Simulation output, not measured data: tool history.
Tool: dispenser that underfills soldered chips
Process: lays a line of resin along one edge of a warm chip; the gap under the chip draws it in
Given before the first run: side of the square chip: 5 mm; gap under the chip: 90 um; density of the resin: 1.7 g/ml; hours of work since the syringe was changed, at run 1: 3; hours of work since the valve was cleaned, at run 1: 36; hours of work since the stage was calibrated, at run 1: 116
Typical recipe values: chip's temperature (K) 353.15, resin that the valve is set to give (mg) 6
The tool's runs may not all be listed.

run,day,chip's temperature (K),resin that the valve is set to give (mg),hours of work since the syringe was changed,hours of work since the valve was cleaned,hours of work since the stage was calibrated,time until the resin shows at the far edge (s),resin that the valve gave (mg)
1,0,353.15,6,3,36,116,19,5.93
2,0.225,353.15,6,7,40,120,22.2,5.92
# day 0.267: new syringe of resin
3,0.338,353.15,6,1,41,121,17,5.87
4,0.5,353.15,6,4,44,124,18.7,5.95
5,0.646,353.15,6,6,46,126,19.8,5.93
# day 0.754: new syringe of resin
6,0.888,353.15,6,2,50,130,17.4,5.88
7,1.092,353.15,5.23,5,53,133,20.8,5.11
# day 1.25: new syringe of resin
8,1.329,353.15,6.43,1,57,136,16.6,6.23
9,1.504,353.15,6,4,59,139,18.8,5.72
10,1.646,353.15,6,6,61,141,20.4,5.82
# day 1.729: new syringe of resin
11,1.883,353.15,5.33,2,65,145,18.3,5.15
12,2.071,353.15,5.33,5,68,148,20.8,5.16
# day 2.221: new syringe of resin
13,2.233,353.15,5.33,0,70,150,16.5,5.14
14,2.429,353.15,6.13,3,73,153,17.6,5.89
15,2.646,353.15,6.13,7,77,157,21.9,5.83
# day 2.708: new syringe of resin
16,2.888,353.15,6.13,3,80,160,17.8,5.94
17,3.025,353.15,6.13,5,82,162,20.1,5.85
# day 3.188: new syringe of resin
18,3.217,353.15,6.13,0,85,165,16.2,5.9
19,3.354,353.15,6.13,3,87,167,18.3,5.95
20,3.533,367.15,6.6,5,90,170,13.3,6.25
# day 3.675: new syringe of resin
21,3.762,367.15,6.6,1,94,174,11.5,6.28
22,4,344.15,6.74,5,97,177,26.3,6.36
# day 4.158: new syringe of resin
23,4.192,344.15,6.74,1,100,180,21.5,6.4
24,4.288,351.15,7.05,2,102,182,17.9,6.76
25,4.404,351.15,7.05,4,103,183,20.2,6.65
26,4.554,363.15,5.85,6,106,186,15.9,5.53
# day 4.646: new syringe of resin
27,4.808,353.15,7.09,3,110,189,18.4,6.61
28,4.971,353.15,6.79,5,112,192,20,6.39
# day 5.133: new syringe of resin
29,5.217,353.15,6.79,1,116,196,16.8,6.47
30,5.429,342.15,7.71,5,119,199,26.3,7.16
# day 5.617: dispensing valve cleaned and set on the balance
31,5.617,342.15,7.71,7,0,201,29.5,7.83
# day 5.658: new syringe of resin
32,5.854,366.15,6.32,3,4,205,12.6,6.28
33,6.058,348.15,5.11,6,7,208,25.6,5.01
# day 6.146: new syringe of resin
34,6.171,341.15,6.02,0,8,210,23,5.88
35,6.412,368.15,5.69,4,12,213,12.6,5.62
# day 6.625: new syringe of resin
36,6.638,368.15,5.69,0,15,217,10.8,5.62
37,6.8,343.15,5.69,3,18,219,24.9,5.66

Hidden state at the last listed run before each entry between runs and at the first one after, where it differs:
After run 2, before run 3: new syringe of resin (day 0.267)
  resin's viscosity, % of fresh resin's: 134.5 -> 102.4; dose that the valve gives, % of what is set: 98.23 -> 98.15
  measured value less the no-hidden-state value, time until the resin shows at the far edge (s): +5.5 -> +0.3; resin that the valve gave (mg): -0.11 -> -0.12
After run 5, before run 6: new syringe of resin (day 0.754)
  resin's viscosity, % of fresh resin's: 125.5 -> 108.7; dose that the valve gives, % of what is set: 97.86 -> 97.67
  measured value less the no-hidden-state value, time until the resin shows at the far edge (s): +4.1 -> +1.3; resin that the valve gave (mg): -0.13 -> -0.14
After run 7, before run 8: new syringe of resin (day 1.25)
  resin's viscosity, % of fresh resin's: 124.4 -> 104.4; dose that the valve gives, % of what is set: 97.49 -> 97.3; true chip temperature over the reading, C: 0.33 -> 0.34
  measured value less the no-hidden-state value, time until the resin shows at the far edge (s): +4.1 -> +0.6; resin that the valve gave (mg): -0.13 -> -0.18
After run 10, before run 11: new syringe of resin (day 1.729)
  resin's viscosity, % of fresh resin's: 128.8 -> 111.8; dose that the valve gives, % of what is set: 97.03 -> 96.83; true chip temperature over the reading, C: 0.35 -> 0.36
  measured value less the no-hidden-state value, time until the resin shows at the far edge (s): +4.5 -> +1.9; resin that the valve gave (mg): -0.18 -> -0.17
After run 12, before run 13: new syringe of resin (day 2.221)
  resin's viscosity, % of fresh resin's: 126.7 -> 98.9; dose that the valve gives, % of what is set: 96.67 -> 96.53
  measured value less the no-hidden-state value, time until the resin shows at the far edge (s): +4.3 -> -0.2; resin that the valve gave (mg): -0.17 -> -0.19
After run 15, before run 16: new syringe of resin (day 2.708)
  resin's viscosity, % of fresh resin's: 130.4 -> 111.4; dose that the valve gives, % of what is set: 96.21 -> 96.01; true chip temperature over the reading, C: 0.39 -> 0.4
  measured value less the no-hidden-state value, time until the resin shows at the far edge (s): +4.9 -> +1.7; resin that the valve gave (mg): -0.23 -> -0.25
After run 17, before run 18: new syringe of resin (day 3.188)
  resin's viscosity, % of fresh resin's: 122 -> 102.6; dose that the valve gives, % of what is set: 95.91 -> 95.76; true chip temperature over the reading, C: 0.4 -> 0.41
  measured value less the no-hidden-state value, time until the resin shows at the far edge (s): +3.5 -> +0.3; resin that the valve gave (mg): -0.25 -> -0.26
After run 20, before run 21: new syringe of resin (day 3.675)
  resin's viscosity, % of fresh resin's: 127 -> 107.1; dose that the valve gives, % of what is set: 95.5 -> 95.31; true chip temperature over the reading, C: 0.42 -> 0.43
  measured value less the no-hidden-state value, time until the resin shows at the far edge (s): +2.8 -> +0.7; resin that the valve gave (mg): -0.29 -> -0.31
After run 22, before run 23: new syringe of resin (day 4.158)
  resin's viscosity, % of fresh resin's: 125.5 -> 102.3; dose that the valve gives, % of what is set: 95.1 -> 94.93; true chip temperature over the reading, C: 0.44 -> 0.45
  measured value less the no-hidden-state value, time until the resin shows at the far edge (s): +5.2 -> +0.2; resin that the valve gave (mg): -0.33 -> -0.34
After run 26, before run 27: new syringe of resin (day 4.646)
  resin's viscosity, % of fresh resin's: 130.3 -> 112.8; dose that the valve gives, % of what is set: 94.62 -> 94.41; true chip temperature over the reading, C: 0.46 -> 0.47
  measured value less the no-hidden-state value, time until the resin shows at the far edge (s): +3.6 -> +1.9; resin that the valve gave (mg): -0.32 -> -0.39
After run 28, before run 29: new syringe of resin (day 5.133)
  resin's viscosity, % of fresh resin's: 125.8 -> 106.6; dose that the valve gives, % of what is set: 94.26 -> 94.05; true chip temperature over the reading, C: 0.47 -> 0.48
  measured value less the no-hidden-state value, time until the resin shows at the far edge (s): +4 -> +0.9; resin that the valve gave (mg): -0.39 -> -0.41
After run 30, before run 31: dispensing valve cleaned and set on the balance (day 5.617)
  resin's viscosity, % of fresh resin's: 122.9 -> 135.3; dose that the valve gives, % of what is set: 93.88 -> 100.16; true chip temperature over the reading, C: 0.49 -> 0.5
  measured value less the no-hidden-state value, time until the resin shows at the far edge (s): +4.7 -> +7.3; resin that the valve gave (mg): -0.46 -> +0.01
After run 31, before run 32: new syringe of resin (day 5.658)
  resin's viscosity, % of fresh resin's: 135.3 -> 114.4; dose that the valve gives, % of what is set: 100.16 -> 99.97
  measured value less the no-hidden-state value, time until the resin shows at the far edge (s): +7.3 -> +1.5; resin that the valve gave (mg): +0.01 -> +0
After run 33, before run 34: new syringe of resin (day 6.146)
  resin's viscosity, % of fresh resin's: 130.9 -> 102.4; dose that the valve gives, % of what is set: 99.79 -> 99.71; true chip temperature over the reading, C: 0.51 -> 0.52
  measured value less the no-hidden-state value, time until the resin shows at the far edge (s): +5.7 -> +0.2; resin that the valve gave (mg): -0.01 -> -0.01
After run 35, before run 36: new syringe of resin (day 6.625)
  resin's viscosity, % of fresh resin's: 120.6 -> 102; dose that the valve gives, % of what is set: 99.49 -> 99.32
  measured value less the no-hidden-state value, time until the resin shows at the far edge (s): +2 -> +0.1; resin that the valve gave (mg): -0.03 -> -0.04
